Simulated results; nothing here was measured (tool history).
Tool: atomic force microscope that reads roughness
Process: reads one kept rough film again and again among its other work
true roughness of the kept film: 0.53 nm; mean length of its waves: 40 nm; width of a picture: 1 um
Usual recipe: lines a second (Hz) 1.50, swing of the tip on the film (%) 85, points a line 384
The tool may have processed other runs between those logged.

run     day  lines a second (Hz)  swing of the tip on the film (%)  points a line  roughness of the kept film (nm (root mean square))
  1   0.000                 1.50                                85            384                                               0.435
  2   0.271                 1.50                                85            384                                               0.429
  3   0.746                 1.50                                85            384                                               0.428
  4   1.121                 1.50                                85            384                                               0.432
      1.204  -- new tip fitted
  5   1.575                 1.50                                85            384                                               0.446
  6   2.096                 1.50                                85            744                                               0.451
  7   2.354                 1.50                                78            384                                               0.464
  8   2.679                 1.50                                78            384                                               0.467
  9   3.238                 1.50                                78            384                                               0.465
 10   3.508                 1.50                                78            384                                               0.466
 11   4.004                 1.50                                78            384                                               0.470
 12   4.496                 1.50                                85            604                                               0.445
 13   4.829                 1.50                                85            384                                               0.449
 14   5.292                 1.50                                85            384                                               0.440
 15   5.771                 1.50                                85            286                                               0.437
 16   6.133                 1.50                                85            286                                               0.441
 17   6.717                 0.58                                90            384                                               0.467
 18   7.075                 0.58                                63            384                                               0.496
 19   7.438                 1.51                                80            424                                               0.448
 20   7.883                 0.78                                89            405                                               0.458
 21   8.267                 0.78                                89            405                                               0.457
 22   8.538                 0.78                                64            270                                               0.485
 23   9.079                 1.50                                73            384                                               0.467
 24   9.392                 2.28                                85            348                                               0.406
 25   9.683                 2.28                                85            348                                               0.407
 26   9.992                 2.26                                61            775                                               0.469
 27  10.283                 2.26                                61            775                                               0.477
 28  10.783                 0.93                                61            885                                               0.484
 29  11.092                 0.75                                84            773                                               0.471
 30  11.542                 1.50                                87            765                                               0.423
     11.592  -- new tip fitted
 31  11.946                 3.62                                70            340                                               0.441

Per-run results on a tool with no hidden state, each run keeping its own random variation:
Hidden conditions of the tool in this case: radius of the tip, nm; height scale over the true one, %; drift of the gauge itself on roughness_nm, %.
run  roughness of the kept film (nm (root mean square))
  1                                               0.453
  2                                               0.447
  3                                               0.447
  4                                               0.452
  5                                               0.447
  6                                               0.453
  7                                               0.467
  8                                               0.470
  9                                               0.469
 10                                               0.471
 11                                               0.476
 12                                               0.452
 13                                               0.457
 14                                               0.448
 15                                               0.447
 16                                               0.451
 17                                               0.479
 18                                               0.510
 19                                               0.461
 20                                               0.472
 21                                               0.472
 22                                               0.501
 23                                               0.484
 24                                               0.422
 25                                               0.423
 26                                               0.488
 27                                               0.496
 28                                               0.505
 29                                               0.493
 30                                               0.443
 31                                               0.443

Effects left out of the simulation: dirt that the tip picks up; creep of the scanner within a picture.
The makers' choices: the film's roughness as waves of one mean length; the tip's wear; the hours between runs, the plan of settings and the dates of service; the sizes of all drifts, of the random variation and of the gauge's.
